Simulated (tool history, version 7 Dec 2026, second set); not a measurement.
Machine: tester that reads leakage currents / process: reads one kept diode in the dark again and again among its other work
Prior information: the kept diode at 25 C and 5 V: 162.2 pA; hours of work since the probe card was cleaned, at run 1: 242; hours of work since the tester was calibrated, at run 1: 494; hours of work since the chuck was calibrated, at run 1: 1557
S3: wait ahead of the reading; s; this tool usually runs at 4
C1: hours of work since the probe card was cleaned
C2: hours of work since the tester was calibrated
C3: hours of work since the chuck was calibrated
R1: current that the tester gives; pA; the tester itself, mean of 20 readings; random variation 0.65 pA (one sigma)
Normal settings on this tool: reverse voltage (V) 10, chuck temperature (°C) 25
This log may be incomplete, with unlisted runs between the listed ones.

run 1 hour=0 | reverse_voltage_(V)=10 chuck_temperature_(°C)=25 S3=4 | C1=242 C2=494 C3=1557 | R1=244.96
run 2 hour=53.4 | reverse_voltage_(V)=10 chuck_temperature_(°C)=25 S3=4 | C1=270 C2=522 C3=1585 | R1=244.71
run 3 hour=92.1 | reverse_voltage_(V)=10 chuck_temperature_(°C)=25 S3=4 | C1=290 C2=542 C3=1605 | R1=245.82
run 4 hour=145.5 | reverse_voltage_(V)=2.4 chuck_temperature_(°C)=25 S3=4 | C1=318 C2=570 C3=1633 | R1=134.68
run 5 hour=224.4 | reverse_voltage_(V)=2.4 chuck_temperature_(°C)=25 S3=4 | C1=359 C2=611 C3=1674 | R1=135.95
run 6 hour=309.2 | reverse_voltage_(V)=9.9 chuck_temperature_(°C)=25 S3=4 | C1=403 C2=655 C3=1719 | R1=249.99
run 7 hour=352.2 | reverse_voltage_(V)=9.9 chuck_temperature_(°C)=25 S3=4 | C1=425 C2=678 C3=1741 | R1=250.05
run 8 hour=390.1 | reverse_voltage_(V)=10 chuck_temperature_(°C)=25 S3=4 | C1=445 C2=698 C3=1761 | R1=252
run 9 hour=432.2 | reverse_voltage_(V)=10 chuck_temperature_(°C)=25 S3=4 | C1=467 C2=720 C3=1783 | R1=252.36
run 10 hour=515.9 | reverse_voltage_(V)=10 chuck_temperature_(°C)=25 S3=4 | C1=511 C2=763 C3=1826 | R1=254.51
run 11 hour=566.4 | reverse_voltage_(V)=10 chuck_temperature_(°C)=25 S3=4 | C1=537 C2=790 C3=1853 | R1=255.07
run 12 hour=634.4 | reverse_voltage_(V)=10 chuck_temperature_(°C)=25 S3=4 | C1=573 C2=825 C3=1888 | R1=257.29
run 13 hour=700.8 | reverse_voltage_(V)=10 chuck_temperature_(°C)=25 S3=4 | C1=608 C2=860 C3=1923 | R1=258.69
run 14 hour=767.5 | reverse_voltage_(V)=10 chuck_temperature_(°C)=25 S3=4 | C1=642 C2=895 C3=1958 | R1=258.62
run 15 hour=809.4 | reverse_voltage_(V)=10 chuck_temperature_(°C)=42 S3=4 | C1=664 C2=917 C3=1980 | R1=921.88
run 16 hour=861.3 | reverse_voltage_(V)=10 chuck_temperature_(°C)=25 S3=4 | C1=691 C2=944 C3=2007 | R1=262.46
run 17 hour=938.7 | reverse_voltage_(V)=10 chuck_temperature_(°C)=25 S3=6.72 | C1=732 C2=984 C3=2047 | R1=262.92
run 18 hour=990.1 | reverse_voltage_(V)=10 chuck_temperature_(°C)=25 S3=1.24 | C1=759 C2=1011 C3=2074 | R1=265.12
run 19 hour=1064.9 | reverse_voltage_(V)=10 chuck_temperature_(°C)=25 S3=4 | C1=798 C2=1050 C3=2113 | R1=264.47
run 20 hour=1109 | reverse_voltage_(V)=1.2 chuck_temperature_(°C)=25 S3=4 | C1=821 C2=1073 C3=2136 | R1=106.13
run 21 hour=1173.4 | reverse_voltage_(V)=1.2 chuck_temperature_(°C)=25 S3=4 | C1=854 C2=1107 C3=2170 | R1=105.79
run 22 hour=1230.7 | reverse_voltage_(V)=2 chuck_temperature_(°C)=25 S3=4 | C1=884 C2=1137 C3=2200 | R1=132.08
run 23 hour=1305.9 | reverse_voltage_(V)=2 chuck_temperature_(°C)=25 S3=4 | C1=923 C2=1176 C3=2239 | R1=132.08
run 24 hour=1385.3 | reverse_voltage_(V)=2 chuck_temperature_(°C)=25 S3=6.16 | C1=965 C2=1217 C3=2280 | R1=133.75
run 25 hour=1420.9 | reverse_voltage_(V)=2.4 chuck_temperature_(°C)=51 S3=8.96 | C1=983 C2=1236 C3=2299 | R1=967.46
run 26 hour=1469 | reverse_voltage_(V)=1.1 chuck_temperature_(°C)=34 S3=0.47 | C1=1009 C2=1261 C3=2324 | R1=209.14
run 27 hour=1530.6 | reverse_voltage_(V)=9.9 chuck_temperature_(°C)=49 S3=3.56 | C1=1041 C2=1293 C3=2356 | R1=1537.53
run 28 hour=1591 | reverse_voltage_(V)=1.4 chuck_temperature_(°C)=22 S3=2.83 | C1=1072 C2=1325 C3=2388 | R1=90.88
-- hour=1677.2 chuck's temperature calibrated
run 29 hour=1677.2 | reverse_voltage_(V)=1.4 chuck_temperature_(°C)=22 S3=2.83 | C1=1116 C2=1369 C3=0 | R1=78.99
run 30 hour=1721.9 | reverse_voltage_(V)=1.4 chuck_temperature_(°C)=22 S3=2.83 | C1=1140 C2=1392 C3=23 | R1=78.82
run 31 hour=1788.4 | reverse_voltage_(V)=7.9 chuck_temperature_(°C)=43 S3=1.29 | C1=1174 C2=1427 C3=58 | R1=820.94
run 32 hour=1851.2 | reverse_voltage_(V)=7.9 chuck_temperature_(°C)=43 S3=1.29 | C1=1207 C2=1460 C3=91 | R1=812.41
-- hour=1919.4 probe card cleaned and baked
run 33 hour=1929.4 | reverse_voltage_(V)=7.4 chuck_temperature_(°C)=43 S3=2.01 | C1=5 C2=1499 C3=130 | R1=776.26
run 34 hour=2001.6 | reverse_voltage_(V)=19.6 chuck_temperature_(°C)=31 S3=0.67 | C1=43 C2=1537 C3=168 | R1=477.51
run 35 hour=2081.5 | reverse_voltage_(V)=5.7 chuck_temperature_(°C)=57 S3=3.23 | C1=85 C2=1578 C3=210 | R1=1870.48
run 36 hour=2146.2 | reverse_voltage_(V)=5.7 chuck_temperature_(°C)=57 S3=3.23 | C1=118 C2=1612 C3=243 | R1=1867.53
run 37 hour=2206.6 | reverse_voltage_(V)=1.3 chuck_temperature_(°C)=32 S3=3.29 | C1=150 C2=1644 C3=275 | R1=167.11
run 38 hour=2290.4 | reverse_voltage_(V)=1.5 chuck_temperature_(°C)=44 S3=1.43 | C1=194 C2=1687 C3=319 | R1=438.83
run 39 hour=2374.9 | reverse_voltage_(V)=6.8 chuck_temperature_(°C)=44 S3=1.43 | C1=238 C2=1731 C3=363 | R1=819.23

Forecast each of these 3 alternatives for the next run:
run A hour=2444.8 | reverse_voltage_(V)=1.9 chuck_temperature_(°C)=20 S3=1.73 | C1=274 C2=1768 C3=399 | R1=?
run B hour=2444.8 | reverse_voltage_(V)=1.8 chuck_temperature_(°C)=23 S3=0.55 | C1=274 C2=1768 C3=399 | R1=?
run C hour=2444.8 | reverse_voltage_(V)=5.2 chuck_temperature_(°C)=35 S3=3.03 | C1=274 C2=1768 C3=399 | R1=?

run=A R1=75.15
run=B R1=94.49
run=C R1=376.69
With the hidden condition removed and each run's random variation left untouched, the same runs would have given:
run=A R1=72.1
run=B R1=91.07
run=C R1=364.65
